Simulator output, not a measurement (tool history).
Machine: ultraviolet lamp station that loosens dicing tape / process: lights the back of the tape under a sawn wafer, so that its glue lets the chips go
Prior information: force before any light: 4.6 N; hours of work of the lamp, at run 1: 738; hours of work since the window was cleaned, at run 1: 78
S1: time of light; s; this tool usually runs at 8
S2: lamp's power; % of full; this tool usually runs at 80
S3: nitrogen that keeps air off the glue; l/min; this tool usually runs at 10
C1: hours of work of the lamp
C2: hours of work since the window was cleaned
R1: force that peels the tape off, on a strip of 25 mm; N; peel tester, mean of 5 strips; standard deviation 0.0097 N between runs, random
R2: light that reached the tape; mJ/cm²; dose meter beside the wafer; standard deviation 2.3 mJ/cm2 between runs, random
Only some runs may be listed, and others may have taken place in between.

run	hour	S1	S2	S3	C1	C2	R1	R2
1	0	8	80	10	738	78	0.543	201
2	57.8	8	80	10	774	115	0.572	194
3	91.4	8	80	10	795	136	0.564	193
4	140.7	4	80	10	826	166	1.479	99
5	200.4	8	80	7	863	204	0.695	193
6	260	8	80	7	900	241	0.726	187
7	288.3	14	80	10	918	259	0.262	326
8	341.7	14	80	10	951	292	0.267	322
9	389.2	14	80	10	981	322	0.26	317
10	422.3	14	80	10	1002	342	0.272	318
11	452.4	14	80	10	1021	361	0.272	313
12	486.2	14	80	10	1042	382	0.262	318
13	534.3	8	61	10	1072	412	1.031	136
14	593.6	8	61	10	1109	449	1.013	138
15	622.3	8	61	10	1127	467	1.027	134
16	664.7	8	61	10	1153	494	1.04	131
17	701.6	8	80	10	1176	517	0.707	168
18	735.4	8	80	10	1197	538	0.708	169
19	764.6	8	80	10	1216	556	0.729	168
20	822.2	8	80	10	1252	592	0.72	166
# hour 842.5: window cleaned of glue's vapour
21	868.1	7	71	15	1280	16	0.868	138
22	915.2	9	68	3	1309	45	1.321	163
23	976.8	7	66	3	1348	84	1.805	120
24	1012.1	5	74	7	1370	106	1.627	99
25	1065.2	6	64	3	1403	139	2.031	100
26	1098	10	66	4	1424	160	1.144	170
27	1135	10	97	9	1447	183	0.407	248
28	1160.4	7	80	15	1463	199	0.765	145
29	1197.5	4	66	15	1486	222	1.924	66
30	1259.5	13	86	12	1525	261	0.306	278
31	1314.5	13	86	12	1559	295	0.299	270
32	1365	10	72	5	1591	327	0.996	173
33	1419.9	10	72	5	1625	361	0.989	167
34	1453.6	5	98	10	1646	382	1.219	112
35	1498.2	5	98	3	1674	410	1.876	113
36	1551.7	5	98	3	1707	443	1.956	112
37	1595.4	9	98	3	1735	471	1.057	198
38	1628.4	8	87	10	1755	491	0.798	154
39	1689.9	6	80	4	1794	530	1.852	108
# hour 1745.5: lamp changed
40	1747.4	4	92	7	1	565	1.214	131

Same runs, no hidden state in the tool, same run-to-run variation:
The hidden state here: lamp's light, % of a new lamp's; light that the window lets through, % of a clean one's; drift of the gauge itself on peel_n, %; drift of the gauge itself on dose_mj_cm2, %.
run	R1	R2
1	0.408	238
2	0.427	233
3	0.413	234
4	1.177	120
5	0.492	238
6	0.507	234
7	0.216	410
8	0.215	410
9	0.209	408
10	0.216	411
11	0.215	408
12	0.204	415
13	0.677	179
14	0.652	184
15	0.655	180
16	0.657	178
17	0.421	233
18	0.415	234
19	0.425	235
20	0.411	235
21	0.534	186
22	0.875	224
23	1.276	167
24	1.115	138
25	1.489	142
26	0.683	242
27	0.248	356
28	0.417	209
29	1.314	97
30	0.214	413
31	0.199	408
32	0.516	264
33	0.508	260
34	0.643	176
35	1.163	179
36	1.198	179
37	0.505	321
38	0.366	252
39	1.063	178
40	1.132	139

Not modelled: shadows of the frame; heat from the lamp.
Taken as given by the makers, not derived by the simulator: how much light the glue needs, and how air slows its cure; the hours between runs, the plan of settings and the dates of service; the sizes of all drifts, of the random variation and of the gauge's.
